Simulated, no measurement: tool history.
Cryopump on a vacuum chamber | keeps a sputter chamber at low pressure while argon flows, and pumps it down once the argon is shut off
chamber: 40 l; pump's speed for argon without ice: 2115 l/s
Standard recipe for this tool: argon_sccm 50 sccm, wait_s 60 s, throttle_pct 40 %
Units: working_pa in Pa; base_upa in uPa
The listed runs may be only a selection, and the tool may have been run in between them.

{"run": 1, "hour": 0.0, "argon_sccm": 50, "wait_s": 60, "throttle_pct": 40, "working_pa": 0.1027, "base_upa": 0.91}
{"run": 2, "hour": 16.2, "argon_sccm": 23, "wait_s": 60, "throttle_pct": 40, "working_pa": 0.0472, "base_upa": 0.97}
{"run": 3, "hour": 28.5, "argon_sccm": 26, "wait_s": 60, "throttle_pct": 40, "working_pa": 0.0537, "base_upa": 0.91}
{"run": 4, "hour": 40.0, "argon_sccm": 50, "wait_s": 60, "throttle_pct": 40, "working_pa": 0.1025, "base_upa": 0.89}
{"run": 5, "hour": 58.5, "argon_sccm": 43, "wait_s": 60, "throttle_pct": 40, "working_pa": 0.0899, "base_upa": 0.9}
{"run": 6, "hour": 69.3, "argon_sccm": 43, "wait_s": 60, "throttle_pct": 40, "working_pa": 0.0879, "base_upa": 0.92}
{"run": 7, "hour": 83.3, "argon_sccm": 43, "wait_s": 60, "throttle_pct": 40, "working_pa": 0.0889, "base_upa": 0.87}
{"run": 8, "hour": 104.9, "argon_sccm": 43, "wait_s": 60, "throttle_pct": 40, "working_pa": 0.0887, "base_upa": 0.93}
{"run": 9, "hour": 122.4, "argon_sccm": 43, "wait_s": 60, "throttle_pct": 40, "working_pa": 0.0886, "base_upa": 0.89}
{"run": 10, "hour": 134.9, "argon_sccm": 43, "wait_s": 60, "throttle_pct": 40, "working_pa": 0.0885, "base_upa": 0.96}
{"run": 11, "hour": 144.3, "argon_sccm": 43, "wait_s": 60, "throttle_pct": 40, "working_pa": 0.087, "base_upa": 0.91}
{"run": 12, "hour": 155.2, "argon_sccm": 24, "wait_s": 60, "throttle_pct": 40, "working_pa": 0.0501, "base_upa": 0.95}
{"run": 13, "hour": 173.8, "argon_sccm": 24, "wait_s": 60, "throttle_pct": 40, "working_pa": 0.05, "base_upa": 0.92}
{"run": 14, "hour": 189.8, "argon_sccm": 24, "wait_s": 60, "throttle_pct": 40, "working_pa": 0.0489, "base_upa": 0.93}
{"run": 15, "hour": 208.5, "argon_sccm": 50, "wait_s": 60, "throttle_pct": 40, "working_pa": 0.1034, "base_upa": 0.89}
{"run": 16, "hour": 221.3, "argon_sccm": 50, "wait_s": 60, "throttle_pct": 40, "working_pa": 0.1033, "base_upa": 0.94}
{"run": 17, "hour": 242.9, "argon_sccm": 50, "wait_s": 60, "throttle_pct": 40, "working_pa": 0.1044, "base_upa": 0.93}
{"run": 18, "hour": 253.9, "argon_sccm": 50, "wait_s": 60, "throttle_pct": 40, "working_pa": 0.1029, "base_upa": 0.92}
{"run": 19, "hour": 273.5, "argon_sccm": 53, "wait_s": 60, "throttle_pct": 33, "working_pa": 0.1317, "base_upa": 0.94}

What will run 20 give?
{"run": 20, "hour": 283.0, "argon_sccm": 34, "wait_s": 79, "throttle_pct": 40, "working_pa": "?", "base_upa": "?"}

working_pa: 0.0710 Pa
base_upa: 0.80 uPa
With the hidden condition absent and the run-to-run variation left alone, this run would have shown working_pa 0.0686 Pa, base_upa 0.65 uPa.

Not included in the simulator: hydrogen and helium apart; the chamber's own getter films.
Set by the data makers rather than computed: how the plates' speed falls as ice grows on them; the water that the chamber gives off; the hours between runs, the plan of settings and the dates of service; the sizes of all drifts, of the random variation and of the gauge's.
